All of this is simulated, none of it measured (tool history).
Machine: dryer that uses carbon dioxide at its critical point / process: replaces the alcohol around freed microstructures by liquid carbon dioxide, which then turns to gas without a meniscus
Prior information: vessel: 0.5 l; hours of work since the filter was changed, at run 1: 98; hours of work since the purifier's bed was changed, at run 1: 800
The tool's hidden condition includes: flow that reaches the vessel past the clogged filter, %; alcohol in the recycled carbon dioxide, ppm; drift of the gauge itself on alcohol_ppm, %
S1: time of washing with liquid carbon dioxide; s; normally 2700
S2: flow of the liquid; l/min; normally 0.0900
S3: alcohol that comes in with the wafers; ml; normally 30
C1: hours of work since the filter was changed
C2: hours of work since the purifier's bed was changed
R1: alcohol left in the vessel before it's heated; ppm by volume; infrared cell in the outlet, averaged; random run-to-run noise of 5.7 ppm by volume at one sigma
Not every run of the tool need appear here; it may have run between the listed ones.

run	hour	S1	S2	S3	C1	C2	R1
1	0.0	2700	0.0900	30	98	800	264
2	34.7	2700	0.0900	30	113	816	260
3	56.7	2700	0.0900	30	123	826	284
4	93.3	2700	0.0900	30	139	842	296
5	146.9	2700	0.0900	30	163	866	313
6	200.1	2700	0.0900	30	187	890	322
7	254.3	2700	0.0900	30	211	914	354
8	278.2	2700	0.0900	30	222	925	349
9	330.9	2700	0.0900	30	245	948	391
10	364.3	2700	0.0900	30	260	963	389
11	396.7	2700	0.0900	30	275	977	405
12	424.6	2700	0.0690	30	287	990	1251
13	449.2	2460	0.0900	70	298	1001	1453
14	474.9	2700	0.0579	30	310	1012	2311
15	499.8	1980	0.1116	23	321	1023	559
16	538.7	1980	0.1116	23	338	1041	613
17	585.8	1980	0.1116	23	359	1062	616
# hour 606.3: inlet filter changed
18	614.2	2280	0.1146	25	4	1074	144
19	659.5	2280	0.0996	101	24	1094	974
20	682.4	1800	0.0731	41	34	1105	3604

Some steps in R1 between neighbouring runs. How much of each would the tool show without its hidden state too (settings, what came in, random variation), and how much is left for the hidden state, with any gauge scatter that isn't in both results?
Run 11 -> 12: S2 0.0900 -> 0.0690. R1 +846 ppm by volume: hidden state +363, all else +483.
Run 14 -> 15: S1 2700 -> 1980, S2 0.0579 -> 0.1116, S3 30 -> 23. R1 -1752 ppm by volume: hidden state -696, all else -1056.
Run 19 -> 20: S1 2280 -> 1800, S2 0.0996 -> 0.0731, S3 101 -> 41. R1 +2630 ppm by volume: hidden state +138, all else +2492.
